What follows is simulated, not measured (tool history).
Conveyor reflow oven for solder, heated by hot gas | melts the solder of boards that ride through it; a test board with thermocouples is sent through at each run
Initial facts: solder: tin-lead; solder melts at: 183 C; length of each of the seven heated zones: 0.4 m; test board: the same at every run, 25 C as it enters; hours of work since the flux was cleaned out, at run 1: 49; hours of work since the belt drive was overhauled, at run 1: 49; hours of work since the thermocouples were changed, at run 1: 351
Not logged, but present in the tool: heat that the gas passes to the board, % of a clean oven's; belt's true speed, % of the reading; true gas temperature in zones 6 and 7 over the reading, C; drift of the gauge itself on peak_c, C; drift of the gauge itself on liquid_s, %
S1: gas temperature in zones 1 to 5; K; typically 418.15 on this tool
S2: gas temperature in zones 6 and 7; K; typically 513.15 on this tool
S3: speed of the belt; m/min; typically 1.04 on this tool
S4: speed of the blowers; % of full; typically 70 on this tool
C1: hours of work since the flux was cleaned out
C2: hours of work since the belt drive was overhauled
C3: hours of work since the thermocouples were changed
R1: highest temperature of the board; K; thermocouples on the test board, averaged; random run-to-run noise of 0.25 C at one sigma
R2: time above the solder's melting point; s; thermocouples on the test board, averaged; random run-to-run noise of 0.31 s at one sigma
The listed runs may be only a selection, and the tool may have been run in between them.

run	hour	S1	S2	S3	S4	C1	C2	C3	R1	R2
1	0	418.15	513.15	1.04	70	49	49	351	493.55	36.8
2	22.5	418.15	513.15	1.04	70	65	65	366	493.65	37.4
3	45.7	418.15	513.15	1.04	70	81	81	383	493.35	37.7
4	73.3	418.15	513.15	1.04	70	101	101	402	492.85	37.1
5	98.7	418.15	513.15	1.04	70	119	119	420	493.25	36.9
6	121.5	418.15	513.15	1.02	70	135	135	436	494.15	37.8
7	146.3	418.15	513.15	1.02	70	152	152	454	493.35	38.3
8	172.8	418.15	513.15	1.02	70	171	171	473	493.15	37.5
9	186.5	418.15	513.15	1.02	70	181	181	482	493.55	38.3
10	216.5	418.15	513.15	1.02	70	202	202	503	493.45	38
11	234.9	418.15	513.15	1.02	70	215	215	516	493.15	38
12	248.9	418.15	513.15	1.02	70	225	225	526	492.95	38.3
13	274.7	418.15	513.15	1.02	70	243	243	545	493.05	38
14	305.1	418.15	513.15	1.02	70	265	265	566	492.75	38
15	319.6	418.15	513.15	1.04	55	275	275	576	488.15	33.9
16	350.1	418.15	517.15	1.04	69	296	296	598	494.85	37.4
17	372.2	422.15	504.15	1.11	69	312	312	613	483.05	31
18	391.6	404.15	504.15	1.24	70	326	326	627	474.45	17.9
# hour 417.9: flux residue cleaned out of gas plates and filters
19	425	430.15	508.15	1.09	62	5	346	647	489.05	36.5
20	452.3	430.15	508.15	1.09	62	24	365	666	489.05	36.4
21	474.4	430.15	508.15	1.09	62	40	381	682	489.05	36.8
22	505.9	431.15	509.15	0.93	70	62	403	704	496.05	47.8
23	535.2	423.15	518.15	0.93	70	83	424	725	502.05	47.8
24	553.1	420.15	509.15	1.04	53	96	436	738	485.15	33
# hour 564.3: thermocouples of zones 6 and 7 changed
25	575	420.15	516.15	1.04	53	110	450	8	490.95	36.5
26	589.6	420.15	516.15	1.04	53	120	461	18	490.85	36.7
27	621	420.15	516.15	1.04	53	142	483	40	490.95	35.9
28	651.5	418.15	523.15	1.04	81	164	504	62	504.05	41.6
29	679.3	428.15	528.15	1.13	79	183	524	81	506.35	41.7
30	703	421.15	501.15	1.03	70	200	541	98	483.55	34.1

Alternative continuations, all from the tool just after run 30; predict every row:
A	718.4	418.15	513.15	1	53	211	552	109	?	?
B	718.4	422.15	513.15	0.93	84	211	552	109	?	?
C	718.4	418.15	513.15	1.06	72	211	552	109	?	?
D	718.4	417.15	516.15	1.04	70	211	552	109	?	?

run	R1	R2
A	489.05	37
B	499.25	46.3
C	492.35	36.2
D	494.75	38.1
Had the tool no hidden state, the same runs would have come out as:
run	R1	R2
A	490.15	37.1
B	500.55	46.1
C	493.75	36.3
D	496.15	38.2

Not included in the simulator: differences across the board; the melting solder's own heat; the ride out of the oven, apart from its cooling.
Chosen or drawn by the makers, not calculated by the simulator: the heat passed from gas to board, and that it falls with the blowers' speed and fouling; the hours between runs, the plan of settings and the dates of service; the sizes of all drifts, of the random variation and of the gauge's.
